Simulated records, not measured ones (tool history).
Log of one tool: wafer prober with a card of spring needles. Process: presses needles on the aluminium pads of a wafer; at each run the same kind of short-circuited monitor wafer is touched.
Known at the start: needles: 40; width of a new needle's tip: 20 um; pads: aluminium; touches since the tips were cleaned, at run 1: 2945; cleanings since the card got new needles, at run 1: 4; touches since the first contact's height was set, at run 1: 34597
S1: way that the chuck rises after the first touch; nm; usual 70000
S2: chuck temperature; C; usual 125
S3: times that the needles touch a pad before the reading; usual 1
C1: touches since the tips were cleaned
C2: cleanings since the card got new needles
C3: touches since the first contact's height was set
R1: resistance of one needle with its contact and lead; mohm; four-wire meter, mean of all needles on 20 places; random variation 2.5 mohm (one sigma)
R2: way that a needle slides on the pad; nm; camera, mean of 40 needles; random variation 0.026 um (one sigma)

| run | hour | S1 | S2 | S3 | C1 | C2 | C3 | R1 | R2 |
|---|---|---|---|---|---|---|---|---|---|
| 1 | 0 | 70000 | 125 | 1 | 2945 | 4 | 34597 | 323 | 17250 |
|  | 10.3 | tips cleaned on abrasive film |
| 2 | 13.6 | 70000 | 125 | 1 | 1555 | 5 | 40880 | 345 | 17190 |
| 3 | 21.1 | 70000 | 125 | 1 | 5018 | 5 | 44343 | 341 | 17190 |
|  | 27.7 | tips cleaned on abrasive film |
| 4 | 35.2 | 70000 | 125 | 1 | 3489 | 6 | 50843 | 331 | 17200 |
|  | 44.1 | tips cleaned on abrasive film |
| 5 | 50.3 | 70000 | 125 | 1 | 2892 | 7 | 57794 | 330 | 17140 |
| 6 | 57 | 70000 | 125 | 1 | 6003 | 7 | 60905 | 342 | 17140 |
|  | 60.4 | tips cleaned on abrasive film |
| 7 | 69.3 | 70000 | 125 | 1 | 4134 | 8 | 66582 | 331 | 17090 |
|  | 76.9 | tips cleaned on abrasive film |
| 8 | 77.1 | 70000 | 125 | 1 | 78 | 9 | 70131 | 290 | 17080 |
| 9 | 86.8 | 86000 | 125 | 1 | 4579 | 9 | 74632 | 314 | 21070 |
|  | 94 | tips cleaned on abrasive film |
|  | 94.9 | tips cleaned on abrasive film, once more |
| 10 | 100.9 | 70000 | 125 | 3 | 2792 | 11 | 81099 | 305 | 17060 |
|  | 112.4 | tips cleaned on abrasive film |
| 11 | 113.9 | 55000 | 125 | 1 | 736 | 12 | 87093 | 323 | 13300 |
| 12 | 124.8 | 55000 | 125 | 1 | 5748 | 12 | 92105 | 365 | 13290 |
|  | 128.9 | tips cleaned on abrasive film |
| 13 | 138.6 | 55000 | 125 | 1 | 4508 | 13 | 98476 | 366 | 13250 |
|  | 145.1 | tips cleaned on abrasive film |
| 14 | 151.5 | 76000 | 125 | 1 | 2955 | 14 | 104410 | 325 | 18430 |
|  | 161.4 | tips cleaned on abrasive film |
| 15 | 161.4 | 71000 | 95 | 2 | 0 | 15 | 108990 | 282 | 17190 |
| 16 | 173.8 | 71000 | 95 | 2 | 5739 | 15 | 114729 | 315 | 17130 |
|  | 177.7 | tips cleaned on abrasive film |
| 17 | 186.1 | 60000 | 85 | 3 | 3886 | 16 | 120359 | 308 | 14430 |
|  | 194.2 | tips cleaned on abrasive film |
|  | 198.7 | height of the first contact set anew |
| 18 | 200.4 | 70000 | 87 | 2 | 2743 | 17 | 785 | 305 | 17370 |
| 19 | 210.3 | 62000 | 28 | 1 | 7298 | 17 | 5340 | 328 | 15350 |
|  | 211.5 | tips cleaned on abrasive film |
| 20 | 217.1 | 62000 | 28 | 1 | 2576 | 18 | 8459 | 318 | 15330 |
|  | 227.6 | tips cleaned on abrasive film |
| 21 | 232.1 | 62000 | 35 | 1 | 2063 | 19 | 15379 | 308 | 15340 |

Some steps in R1 between neighbouring runs. How much of each would the tool show without its hidden state too (settings, what came in, random variation), and how much is left for the hidden state, with any gauge scatter that isn't in both results?
The hidden state here: debris on the tips, nm; way that the needles fall short of the set height, um; tips' diameter, um; drift of the gauge itself on contact_mohm, %; drift of the gauge itself on scrub_um, %.
Run 11 -> 12: no setting changed, nothing entered. R1 +42 mohm: hidden state +42, all else +0.
Run 14 -> 15: S1 76000 -> 71000, S2 125 -> 95, S3 1 -> 2, tips cleaned on abrasive film. R1 -43 mohm: hidden state -31, all else -12.
Run 18 -> 19: S1 70000 -> 62000, S2 87 -> 28, S3 2 -> 1. R1 +23 mohm: hidden state +40, all else -17.

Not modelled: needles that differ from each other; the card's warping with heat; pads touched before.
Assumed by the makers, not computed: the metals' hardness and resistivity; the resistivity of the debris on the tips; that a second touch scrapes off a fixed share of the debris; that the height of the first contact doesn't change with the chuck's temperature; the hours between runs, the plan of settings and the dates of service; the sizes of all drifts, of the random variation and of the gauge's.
